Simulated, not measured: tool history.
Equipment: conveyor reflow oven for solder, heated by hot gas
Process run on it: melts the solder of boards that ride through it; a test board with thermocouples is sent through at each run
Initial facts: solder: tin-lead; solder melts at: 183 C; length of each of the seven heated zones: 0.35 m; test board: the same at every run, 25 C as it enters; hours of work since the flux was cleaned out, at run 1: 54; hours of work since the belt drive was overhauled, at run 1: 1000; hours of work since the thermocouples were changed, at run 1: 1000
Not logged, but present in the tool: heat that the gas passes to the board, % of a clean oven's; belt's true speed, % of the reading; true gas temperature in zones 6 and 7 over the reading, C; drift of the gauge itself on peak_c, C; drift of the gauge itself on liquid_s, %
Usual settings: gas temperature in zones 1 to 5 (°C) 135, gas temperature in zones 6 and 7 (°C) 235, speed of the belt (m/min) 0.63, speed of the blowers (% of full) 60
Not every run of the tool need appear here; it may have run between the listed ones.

run   hour  gas temperature in zones 1 to 5 (°C)  gas temperature in zones 6 and 7 (°C)  speed of the belt (m/min)  speed of the blowers (% of full)  hours of work since the flux was cleaned out  hours of work since the belt drive was overhauled  hours of work since the thermocouples were changed  highest temperature of the board (°C)  time above the solder's melting point (s)
  1      0                                   135                                    235                       0.63                                60                                            54                                               1000                                                1000                                  211.5                                       44.3
  2   56.6                                   135                                    235                       0.63                                67                                            95                                               1040                                                1040                                  213.8                                       46.6
  3  123.3                                   135                                    235                       0.63                                67                                           142                                               1088                                                1088                                  214.1                                       47.7
     160.4  -- flux residue cleaned out of gas plates and filters
  4  201.2                                   135                                    235                       0.63                                67                                            29                                               1140                                                1140                                  215.3                                       47.6
  5    253                                   135                                    235                       0.63                                89                                            66                                               1177                                                1177                                  220.8                                       54.1
  6  325.9                                   135                                    235                       0.63                                89                                           118                                               1230                                                1230                                  220.8                                       53.3
  7    362                                   135                                    235                       0.63                                89                                           144                                               1255                                                1255                                  220.3                                       51.5
     384.9  -- thermocouples of zones 6 and 7 changed
     397.4  -- flux residue cleaned out of gas plates and filters
     415.2  -- belt drive overhauled, speed set with a stopwatch
  8  450.3                                   144                                    235                       0.63                                86                                            35                                                 25                                                  40                                  219.4                                         54
  9  521.7                                   121                                    241                       0.63                                60                                            86                                                 76                                                  91                                  211.3                                       39.1
 10  596.8                                   135                                    235                      0.539                                63                                           140                                                130                                                 145                                  215.7                                       56.4
     641.1  -- flux residue cleaned out of gas plates and filters
 11  667.4                                   135                                    244                       0.63                                60                                            19                                                177                                                 192                                  217.8                                       47.7
 12  701.7                                   126                                    248                       0.63                                60                                            43                                                201                                                 217                                  218.4                                       45.3
 13  750.4                                   125                                    242                      0.597                                56                                            78                                                236                                                 251                                  213.4                                       44.4
 14  792.8                                   125                                    247                      0.597                                79                                           109                                                267                                                 282                                    226                                       53.9

Take each entry between the runs: how does the hidden state at the last listed run before it differ from the hidden state at the first listed run after it?
Run 3 -> run 4: flux residue cleaned out of gas plates and filters (hour 160.4)
  heat that the gas passes to the board, % of a clean oven's: 95.8 -> 99.2; belt's true speed, % of the reading: 97.03 -> 96.9; true gas temperature in zones 6 and 7 over the reading, C: 1.91 -> 2
  measured result minus the result with no hidden state, highest temperature of the board (°C): +1.5 -> +2.6; time above the solder's melting point (s): +2.6 -> +3.6
Run 7 -> run 8: thermocouples of zones 6 and 7 changed (hour 384.9); flux residue cleaned out of gas plates and filters (hour 397.4); belt drive overhauled, speed set with a stopwatch (hour 415.2)
  heat that the gas passes to the board, % of a clean oven's: 95.8 -> 99; belt's true speed, % of the reading: 96.58 -> 99.91; true gas temperature in zones 6 and 7 over the reading, C: 2.19 -> -0.12
  measured result minus the result with no hidden state, highest temperature of the board (°C): +1.7 -> -0.3; time above the solder's melting point (s): +2.8 -> -0.2
Run 10 -> run 11: flux residue cleaned out of gas plates and filters (hour 641.1)
  heat that the gas passes to the board, % of a clean oven's: 96.1 -> 98.9; belt's true speed, % of the reading: 99.6 -> 99.47; true gas temperature in zones 6 and 7 over the reading, C: 0.05 -> 0.14
  measured result minus the result with no hidden state, highest temperature of the board (°C): -0.8 -> +0.1; time above the solder's melting point (s): -0.6 -> +0.3
